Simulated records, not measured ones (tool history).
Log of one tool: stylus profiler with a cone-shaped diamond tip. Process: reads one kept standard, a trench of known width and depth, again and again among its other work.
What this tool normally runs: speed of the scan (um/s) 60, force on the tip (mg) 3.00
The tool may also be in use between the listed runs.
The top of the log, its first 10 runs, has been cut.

run   hour  speed of the scan (um/s)  force on the tip (mg)  depth of the trench (Å)  width of the trench's floor (nm)
 11  298.9                        60                   3.00                   5064.9                             16010
 12  340.7                        60                   3.00                   5064.9                             15980
 13  361.6                        60                   5.71                   5095.6                             16000
 14  392.9                        60                   1.01                   5035.0                             15730
 15  423.2                        60                   3.03                   5062.5                             15890
 16  450.2                        60                   3.03                   5063.5                             15880
 17  484.8                        27                   2.62                   5060.1                             15950
 18  526.5                       116                   1.80                   5048.0                             15370
 19  554.4                       116                   1.80                   5049.3                             15370
 20  589.5                        17                   4.05                   5081.7                             15910

The next listed run, before its measurement:
 21  632.1                        17                   4.05                        ?                                 ?

{"run 21": {"depth of the trench (Å)": 5079.6, "width of the trench's floor (nm)": 15890}}
If the tool had no hidden condition, the same run with the same run-to-run variation would have returned depth of the trench (Å) 5073.2, width of the trench's floor (nm) 16930.
